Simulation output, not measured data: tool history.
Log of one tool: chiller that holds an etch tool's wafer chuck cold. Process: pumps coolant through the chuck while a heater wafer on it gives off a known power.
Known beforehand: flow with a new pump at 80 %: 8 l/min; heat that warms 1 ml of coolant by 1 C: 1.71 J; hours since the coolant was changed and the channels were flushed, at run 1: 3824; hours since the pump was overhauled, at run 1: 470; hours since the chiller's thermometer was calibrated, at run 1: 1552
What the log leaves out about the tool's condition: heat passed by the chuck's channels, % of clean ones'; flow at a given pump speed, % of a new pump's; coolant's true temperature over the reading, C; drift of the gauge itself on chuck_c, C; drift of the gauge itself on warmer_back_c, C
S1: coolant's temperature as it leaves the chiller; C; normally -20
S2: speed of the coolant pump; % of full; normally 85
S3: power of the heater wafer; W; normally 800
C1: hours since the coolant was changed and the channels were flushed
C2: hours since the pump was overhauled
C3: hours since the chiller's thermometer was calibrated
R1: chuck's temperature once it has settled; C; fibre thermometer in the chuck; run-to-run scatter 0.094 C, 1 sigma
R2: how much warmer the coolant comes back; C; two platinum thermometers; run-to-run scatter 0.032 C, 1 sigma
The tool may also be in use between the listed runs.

run 1 hour=0 | S1=-20 S2=85 S3=800 | C1=3824 C2=470 C3=1552 | R1=-12.68 R2=3.24
run 2 hour=31 | S1=-20 S2=85 S3=800 | C1=3855 C2=501 C3=1583 | R1=-12.71 R2=3.29
run 3 hour=65.9 | S1=-20 S2=85 S3=800 | C1=3890 C2=536 C3=1618 | R1=-12.73 R2=3.24
run 4 hour=85.3 | S1=-20 S2=85 S3=800 | C1=3910 C2=555 C3=1637 | R1=-12.66 R2=3.26
run 5 hour=109.9 | S1=-20 S2=85 S3=800 | C1=3934 C2=580 C3=1662 | R1=-12.66 R2=3.23
run 6 hour=130.7 | S1=-20 S2=84 S3=800 | C1=3955 C2=600 C3=1682 | R1=-12.74 R2=3.3
run 7 hour=168.3 | S1=-20 S2=82 S3=800 | C1=3993 C2=638 C3=1720 | R1=-12.48 R2=3.37
run 8 hour=187.8 | S1=-20 S2=85 S3=800 | C1=4012 C2=657 C3=1740 | R1=-12.83 R2=3.3
run 9 hour=207.5 | S1=-20 S2=85 S3=800 | C1=4032 C2=677 C3=1759 | R1=-12.85 R2=3.29
run 10 hour=239.1 | S1=-20 S2=85 S3=800 | C1=4063 C2=709 C3=1791 | R1=-12.62 R2=3.27
run 11 hour=261.8 | S1=-20 S2=85 S3=800 | C1=4086 C2=731 C3=1814 | R1=-12.77 R2=3.26
run 12 hour=297.7 | S1=-20 S2=60 S3=677 | C1=4122 C2=767 C3=1849 | R1=-11.47 R2=3.96
run 13 hour=328.6 | S1=-20 S2=65 S3=902 | C1=4153 C2=798 C3=1880 | R1=-9.55 R2=4.91
run 14 hour=351.8 | S1=-20 S2=87 S3=800 | C1=4176 C2=821 C3=1904 | R1=-12.95 R2=3.2
run 15 hour=375.6 | S1=-20 S2=87 S3=800 | C1=4200 C2=845 C3=1927 | R1=-12.84 R2=3.23
run 16 hour=406.5 | S1=-20 S2=61 S3=507 | C1=4231 C2=876 C3=1958 | R1=-13.76 R2=2.92
run 17 hour=424.5 | S1=-20 S2=61 S3=507 | C1=4249 C2=894 C3=1976 | R1=-13.95 R2=2.92
run 18 hour=444.9 | S1=-12 S2=61 S3=507 | C1=4269 C2=915 C3=1997 | R1=-5.93 R2=2.96
run 19 hour=474.3 | S1=-20 S2=79 S3=728 | C1=4299 C2=944 C3=2026 | R1=-13.07 R2=3.21

Same runs, no hidden state in the tool, same run-to-run variation:
run=1 R1=-12.68
run=2 R1=-12.7
run=3 R1=-12.69
run=4 R1=-12.61
run=5 R1=-12.59
run=6 R1=-12.66
run=7 R1=-12.37
run=8 R1=-12.71
run=9 R1=-12.72
run=10 R1=-12.46
run=11 R1=-12.6
run=12 R1=-11.28
run=13 R1=-9.34
run=14 R1=-12.72
run=15 R1=-12.59
run=16 R1=-13.49
run=17 R1=-13.67
run=18 R1=-5.64
run=19 R1=-12.75
For R2, the value without the hidden state is never more than 0.01 C from the measured value.
